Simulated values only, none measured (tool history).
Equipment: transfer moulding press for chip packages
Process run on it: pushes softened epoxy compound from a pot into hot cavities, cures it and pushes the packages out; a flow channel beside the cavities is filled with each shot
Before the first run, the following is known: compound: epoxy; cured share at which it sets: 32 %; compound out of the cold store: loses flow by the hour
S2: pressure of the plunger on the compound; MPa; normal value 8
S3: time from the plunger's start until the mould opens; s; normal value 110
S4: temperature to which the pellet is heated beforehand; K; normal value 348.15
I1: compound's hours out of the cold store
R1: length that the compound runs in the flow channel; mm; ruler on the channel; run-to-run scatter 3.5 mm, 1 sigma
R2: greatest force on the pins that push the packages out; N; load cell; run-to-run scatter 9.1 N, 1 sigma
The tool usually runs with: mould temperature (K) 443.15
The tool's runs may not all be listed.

run 1 hour=0 | mould_temperature_(K)=443.15 S2=8 S3=110 S4=348.15 | I1=39.9 | R1=727 R2=658
run 2 hour=24.4 | mould_temperature_(K)=443.15 S2=8 S3=110 S4=347.15 | I1=38.9 | R1=732 R2=700
-- hour=34.8 cavities cleaned with cleaning compound and waxed
run 3 hour=43.8 | mould_temperature_(K)=443.15 S2=7.65 S3=110 S4=348.15 | I1=24.3 | R1=795 R2=436
run 4 hour=61.9 | mould_temperature_(K)=443.15 S2=8 S3=121 S4=348.15 | I1=33 | R1=763 R2=449
run 5 hour=99.6 | mould_temperature_(K)=443.15 S2=6.53 S3=110 S4=348.15 | I1=8.2 | R1=809 R2=618
run 6 hour=118.2 | mould_temperature_(K)=443.15 S2=6.53 S3=110 S4=348.15 | I1=18.7 | R1=759 R2=654
run 7 hour=149.9 | mould_temperature_(K)=443.15 S2=6.53 S3=110 S4=348.15 | I1=19.1 | R1=754 R2=715
-- hour=171.3 cavities cleaned with cleaning compound and waxed
run 8 hour=188.8 | mould_temperature_(K)=443.15 S2=8 S3=110 S4=338.15 | I1=12.6 | R1=878 R2=494
run 9 hour=228.4 | mould_temperature_(K)=443.15 S2=8 S3=110 S4=338.15 | I1=9.1 | R1=897 R2=637
run 10 hour=245.9 | mould_temperature_(K)=443.15 S2=8 S3=110 S4=348.15 | I1=28.4 | R1=782 R2=654
run 11 hour=278.9 | mould_temperature_(K)=443.15 S2=8 S3=131 S4=348.15 | I1=9.5 | R1=888 R2=622

What does the tool deliver on the next run?
run 12 hour=296.5 | mould_temperature_(K)=446.15 S2=8 S3=131 S4=353.15 | I1=21.7 | R1=? R2=?

Run 12 measured R1 813 mm, R2 587 N.
Without the tool's hidden state the same run would have given R1 841 mm, R2 325 N.

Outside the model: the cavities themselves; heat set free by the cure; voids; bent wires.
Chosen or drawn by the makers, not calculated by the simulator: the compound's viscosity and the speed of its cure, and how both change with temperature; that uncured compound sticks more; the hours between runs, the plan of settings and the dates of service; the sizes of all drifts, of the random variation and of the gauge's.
